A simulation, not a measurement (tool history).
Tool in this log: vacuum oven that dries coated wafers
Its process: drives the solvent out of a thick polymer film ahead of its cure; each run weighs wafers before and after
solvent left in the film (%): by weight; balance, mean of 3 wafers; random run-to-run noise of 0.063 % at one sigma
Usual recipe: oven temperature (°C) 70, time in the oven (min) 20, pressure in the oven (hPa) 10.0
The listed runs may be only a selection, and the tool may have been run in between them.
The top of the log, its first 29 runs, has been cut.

| run | hour | oven temperature (°C) | time in the oven (min) | pressure in the oven (hPa) | hours of work since the thermocouples were calibrated | hours of work since the vacuum gauge was cleaned of residue | solvent left in the film (%) |
|---|---|---|---|---|---|---|---|
| 30 | 548.6 | 70 | 23 | 10.0 | 652 | 496 | 3.92 |
| 31 | 571.9 | 70 | 14 | 8.6 | 665 | 509 | 6.65 |
| 32 | 589.8 | 70 | 14 | 8.6 | 675 | 518 | 6.43 |
|  | 592.6 | vacuum gauge cleaned of residue and calibrated |
| 33 | 602.9 | 70 | 14 | 8.6 | 681 | 6 | 6.69 |
| 34 | 616.1 | 70 | 14 | 8.6 | 688 | 13 | 6.58 |
| 35 | 639.2 | 59 | 22 | 11.4 | 701 | 26 | 9.49 |
| 36 | 655.2 | 70 | 18 | 10.0 | 710 | 35 | 5.28 |
| 37 | 670.1 | 70 | 18 | 10.0 | 718 | 43 | 5.34 |
| 38 | 694.1 | 60 | 10 | 10.0 | 731 | 56 | 12.40 |
| 39 | 718.8 | 60 | 10 | 10.0 | 745 | 70 | 12.31 |
|  | 731.0 | vacuum gauge cleaned of residue and calibrated, once more |
| 40 | 743.9 | 61 | 35 | 14.2 | 758 | 7 | 5.95 |
| 41 | 765.8 | 61 | 35 | 14.2 | 770 | 19 | 6.01 |
| 42 | 779.2 | 64 | 20 | 5.9 | 778 | 27 | 7.17 |
| 43 | 803.1 | 70 | 16 | 12.8 | 791 | 40 | 6.03 |
| 44 | 819.0 | 70 | 16 | 12.8 | 800 | 49 | 6.06 |
| 45 | 834.1 | 70 | 19 | 12.3 | 808 | 57 | 5.09 |
| 46 | 853.9 | 77 | 11 | 6.1 | 819 | 68 | 4.82 |
| 47 | 873.1 | 56 | 18 | 13.1 | 829 | 78 | 11.60 |

Branching from run 47: 3 alternative next runs. What would each branch give?
| A | 886.9 | 76 | 28 | 10.0 | 837 | 86 | ? |
| B | 886.9 | 66 | 20 | 23.0 | 837 | 86 | ? |
| C | 886.9 | 60 | 12 | 10.0 | 837 | 86 | ? |

| run | solvent left in the film (%) |
|---|---|
| A | 1.37 |
| B | 7.38 |
| C | 11.25 |
What these runs would have given with no unlogged condition in the tool:
| run | solvent left in the film (%) |
|---|---|
| A | 0.99 |
| B | 6.35 |
| C | 10.47 |
